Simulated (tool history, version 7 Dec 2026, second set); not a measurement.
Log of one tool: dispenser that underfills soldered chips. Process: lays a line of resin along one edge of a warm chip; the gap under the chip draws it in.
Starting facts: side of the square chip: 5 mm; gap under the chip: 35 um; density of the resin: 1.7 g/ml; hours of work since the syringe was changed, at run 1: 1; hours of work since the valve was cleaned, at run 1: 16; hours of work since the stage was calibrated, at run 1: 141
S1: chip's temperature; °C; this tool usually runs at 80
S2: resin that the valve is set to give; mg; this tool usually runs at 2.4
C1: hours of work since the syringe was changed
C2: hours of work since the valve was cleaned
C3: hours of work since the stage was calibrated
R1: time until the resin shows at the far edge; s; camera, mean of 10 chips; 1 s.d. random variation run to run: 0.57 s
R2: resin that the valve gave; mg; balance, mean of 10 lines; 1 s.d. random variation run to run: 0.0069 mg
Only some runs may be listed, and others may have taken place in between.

{"run": 1, "hour": 0.0, "S1": 80, "S2": 2.4, "C1": 1, "C2": 16, "C3": 141, "R1": 51.2, "R2": 2.381}
{"run": 2, "hour": 6.4, "S1": 80, "S2": 2.4, "C1": 5, "C2": 21, "C3": 146, "R1": 71.8, "R2": 2.368}
{"run": 3, "hour": 11.3, "S1": 80, "S2": 2.4, "C1": 8, "C2": 24, "C3": 149, "R1": 94.4, "R2": 2.383}
{"hour": 15.2, "done": "new syringe of resin"}
{"run": 4, "hour": 15.8, "S1": 80, "S2": 2.4, "C1": 0, "C2": 27, "C3": 152, "R1": 49.7, "R2": 2.369}
{"run": 5, "hour": 22.6, "S1": 80, "S2": 2.15, "C1": 5, "C2": 31, "C3": 156, "R1": 72.5, "R2": 2.119}
{"run": 6, "hour": 27.9, "S1": 80, "S2": 2.87, "C1": 8, "C2": 35, "C3": 160, "R1": 95, "R2": 2.811}
{"hour": 31.7, "done": "new syringe of resin"}
{"run": 7, "hour": 35.4, "S1": 80, "S2": 2.87, "C1": 2, "C2": 40, "C3": 165, "R1": 57, "R2": 2.814}
{"run": 8, "hour": 43.3, "S1": 80, "S2": 2.4, "C1": 8, "C2": 45, "C3": 170, "R1": 87.2, "R2": 2.352}
{"hour": 47.8, "done": "new syringe of resin"}
{"run": 9, "hour": 50.2, "S1": 80, "S2": 2.4, "C1": 2, "C2": 49, "C3": 174, "R1": 53, "R2": 2.337}
{"run": 10, "hour": 54.3, "S1": 80, "S2": 2.4, "C1": 4, "C2": 52, "C3": 177, "R1": 67.7, "R2": 2.339}
{"run": 11, "hour": 61.6, "S1": 80, "S2": 2.11, "C1": 9, "C2": 57, "C3": 182, "R1": 105.3, "R2": 2.053}
{"hour": 63.9, "done": "new syringe of resin"}
{"run": 12, "hour": 66.9, "S1": 81, "S2": 2.4, "C1": 2, "C2": 60, "C3": 185, "R1": 54.7, "R2": 2.329}
{"run": 13, "hour": 72.2, "S1": 81, "S2": 2.4, "C1": 6, "C2": 64, "C3": 189, "R1": 72.2, "R2": 2.318}
{"run": 14, "hour": 78.9, "S1": 81, "S2": 2.4, "C1": 10, "C2": 68, "C3": 193, "R1": 103.2, "R2": 2.325}
{"hour": 79.9, "done": "new syringe of resin"}
{"run": 15, "hour": 82.9, "S1": 81, "S2": 2.4, "C1": 2, "C2": 71, "C3": 196, "R1": 54.8, "R2": 2.311}
{"run": 16, "hour": 90.2, "S1": 80, "S2": 2.1, "C1": 7, "C2": 76, "C3": 201, "R1": 85.3, "R2": 2.014}
{"hour": 95.8, "done": "new syringe of resin"}
{"run": 17, "hour": 98.0, "S1": 80, "S2": 2.1, "C1": 1, "C2": 81, "C3": 206, "R1": 53.1, "R2": 2.01}
{"run": 18, "hour": 104.0, "S1": 80, "S2": 2.4, "C1": 5, "C2": 85, "C3": 210, "R1": 72.8, "R2": 2.307}
{"run": 19, "hour": 108.9, "S1": 80, "S2": 2.4, "C1": 9, "C2": 88, "C3": 213, "R1": 98, "R2": 2.299}
{"hour": 112.4, "done": "new syringe of resin"}
{"run": 20, "hour": 116.7, "S1": 82, "S2": 3.01, "C1": 3, "C2": 93, "C3": 218, "R1": 55.9, "R2": 2.866}
{"hour": 119.5, "done": "dispensing valve cleaned and set on the balance"}
{"run": 21, "hour": 123.2, "S1": 86, "S2": 2.68, "C1": 7, "C2": 2, "C3": 222, "R1": 68.2, "R2": 2.694}
{"run": 22, "hour": 128.5, "S1": 81, "S2": 2.1, "C1": 10, "C2": 6, "C3": 225, "R1": 110.8, "R2": 2.092}
{"hour": 129.7, "done": "new syringe of resin"}
{"run": 23, "hour": 132.3, "S1": 81, "S2": 2.1, "C1": 2, "C2": 8, "C3": 227, "R1": 54.4, "R2": 2.098}
{"run": 24, "hour": 140.0, "S1": 83, "S2": 2.23, "C1": 7, "C2": 13, "C3": 233, "R1": 75.7, "R2": 2.213}
{"hour": 145.8, "done": "new syringe of resin"}
{"run": 25, "hour": 145.9, "S1": 93, "S2": 2.47, "C1": 0, "C2": 17, "C3": 236, "R1": 32.9, "R2": 2.438}
{"run": 26, "hour": 151.7, "S1": 67, "S2": 2.74, "C1": 4, "C2": 21, "C3": 240, "R1": 94.1, "R2": 2.708}
{"run": 27, "hour": 158.6, "S1": 88, "S2": 2.68, "C1": 9, "C2": 26, "C3": 245, "R1": 75.5, "R2": 2.65}
{"hour": 162.1, "done": "new syringe of resin"}
{"run": 28, "hour": 164.8, "S1": 82, "S2": 2.35, "C1": 2, "C2": 30, "C3": 249, "R1": 51.3, "R2": 2.318}
{"run": 29, "hour": 170.1, "S1": 80, "S2": 2.39, "C1": 5, "C2": 33, "C3": 252, "R1": 73.4, "R2": 2.343}
{"run": 30, "hour": 174.8, "S1": 80, "S2": 2.39, "C1": 9, "C2": 36, "C3": 255, "R1": 95.1, "R2": 2.351}
{"hour": 178.3, "done": "new syringe of resin"}
{"run": 31, "hour": 180.9, "S1": 80, "S2": 2.39, "C1": 2, "C2": 40, "C3": 259, "R1": 55.5, "R2": 2.358}
{"run": 32, "hour": 185.0, "S1": 84, "S2": 2.2, "C1": 4, "C2": 43, "C3": 262, "R1": 61.7, "R2": 2.142}
{"run": 33, "hour": 192.9, "S1": 84, "S2": 2.2, "C1": 10, "C2": 48, "C3": 267, "R1": 95.4, "R2": 2.145}
{"hour": 194.3, "done": "new syringe of resin"}
{"run": 34, "hour": 197.2, "S1": 93, "S2": 2.2, "C1": 2, "C2": 51, "C3": 270, "R1": 39.4, "R2": 2.152}
{"run": 35, "hour": 201.3, "S1": 93, "S2": 3.07, "C1": 5, "C2": 54, "C3": 273, "R1": 46.9, "R2": 2.991}
{"run": 36, "hour": 204.9, "S1": 93, "S2": 3.07, "C1": 7, "C2": 56, "C3": 275, "R1": 58.3, "R2": 2.981}
{"run": 37, "hour": 209.8, "S1": 93, "S2": 2.32, "C1": 10, "C2": 59, "C3": 278, "R1": 79.1, "R2": 2.246}

Some steps in R1 between neighbouring runs. How much of each would the tool show without its hidden state too (settings, what came in, random variation), and how much is left for the hidden state, with any gauge scatter that isn't in both results?
Hidden state present: resin's viscosity, % of fresh resin's; dose that the valve gives, % of what is set; true chip temperature over the reading, C; drift of the gauge itself on fill_s, %; drift of the gauge itself on given_mg, %.
Run 11 -> 12: S1 80 -> 81, S2 2.11 -> 2.4, new syringe of resin. R1 -50.6 s: hidden state -48.2, all else -2.4.
Run 14 -> 15: new syringe of resin. R1 -48.4 s: hidden state -49.7, all else +1.3.
Run 22 -> 23: new syringe of resin. R1 -56.4 s: hidden state -55.5, all else -0.9.
Run 25 -> 26: S1 93 -> 67, S2 2.47 -> 2.74. R1 +61.2 s: hidden state +24.6, all else +36.6.
Run 33 -> 34: S1 84 -> 93, new syringe of resin. R1 -56 s: hidden state -47.4, all else -8.6.

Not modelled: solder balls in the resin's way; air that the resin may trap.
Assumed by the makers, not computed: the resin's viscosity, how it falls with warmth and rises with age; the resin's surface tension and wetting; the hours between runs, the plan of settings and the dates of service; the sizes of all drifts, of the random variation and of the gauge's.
